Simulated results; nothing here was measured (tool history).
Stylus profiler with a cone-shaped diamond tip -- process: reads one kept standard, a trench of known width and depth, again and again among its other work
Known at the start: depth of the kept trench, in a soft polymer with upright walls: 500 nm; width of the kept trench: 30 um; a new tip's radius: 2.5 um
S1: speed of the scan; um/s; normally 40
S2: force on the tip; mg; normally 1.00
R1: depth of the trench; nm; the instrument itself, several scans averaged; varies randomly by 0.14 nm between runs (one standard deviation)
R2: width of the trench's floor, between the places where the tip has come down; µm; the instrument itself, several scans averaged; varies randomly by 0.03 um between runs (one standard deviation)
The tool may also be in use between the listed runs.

| run | hour | S1 | S2 | R1 | R2 |
|---|---|---|---|---|---|
| 1 | 0.0 | 40 | 1.00 | 504.33 | 26.71 |
| 2 | 24.0 | 40 | 1.00 | 504.11 | 26.73 |
| 3 | 49.7 | 26 | 1.00 | 504.39 | 26.78 |
| 4 | 78.0 | 26 | 1.00 | 504.02 | 26.81 |
| 5 | 91.1 | 26 | 1.00 | 504.23 | 26.78 |
| 6 | 117.3 | 25 | 1.00 | 504.46 | 26.73 |
| 7 | 133.7 | 25 | 1.00 | 504.06 | 26.77 |
| 8 | 157.1 | 25 | 1.00 | 504.20 | 26.73 |
| 9 | 170.0 | 25 | 1.00 | 504.40 | 26.79 |
| 10 | 189.3 | 23 | 0.35 | 502.74 | 26.69 |
| 11 | 207.6 | 158 | 1.00 | 504.53 | 26.27 |
| 12 | 234.6 | 41 | 1.78 | 505.79 | 26.75 |
| 13 | 251.1 | 55 | 0.70 | 503.67 | 26.60 |
| 14 | 268.4 | 91 | 0.74 | 503.85 | 26.48 |
| 15 | 295.8 | 151 | 0.76 | 503.87 | 26.14 |
| 16 | 325.4 | 100 | 1.05 | 504.66 | 26.41 |
| 17 | 339.1 | 55 | 1.00 | 504.19 | 26.64 |
| 18 | 359.9 | 29 | 0.76 | 503.94 | 26.69 |

Each row is a separate what-if for the run after 18, all from the same tool condition, not one after another. Results?
| A | 389.8 | 53 | 1.00 | ? | ? |
| B | 389.8 | 11 | 0.98 | ? | ? |
| C | 389.8 | 27 | 0.36 | ? | ? |

| run | R1 | R2 |
|---|---|---|
| A | 504.45 | 26.57 |
| B | 504.58 | 26.79 |
| C | 502.61 | 26.66 |
What these runs would have given with no unlogged condition in the tool:
| run | R1 | R2 |
|---|---|---|
| A | 503.28 | 26.77 |
| B | 503.41 | 26.99 |
| C | 501.45 | 26.86 |

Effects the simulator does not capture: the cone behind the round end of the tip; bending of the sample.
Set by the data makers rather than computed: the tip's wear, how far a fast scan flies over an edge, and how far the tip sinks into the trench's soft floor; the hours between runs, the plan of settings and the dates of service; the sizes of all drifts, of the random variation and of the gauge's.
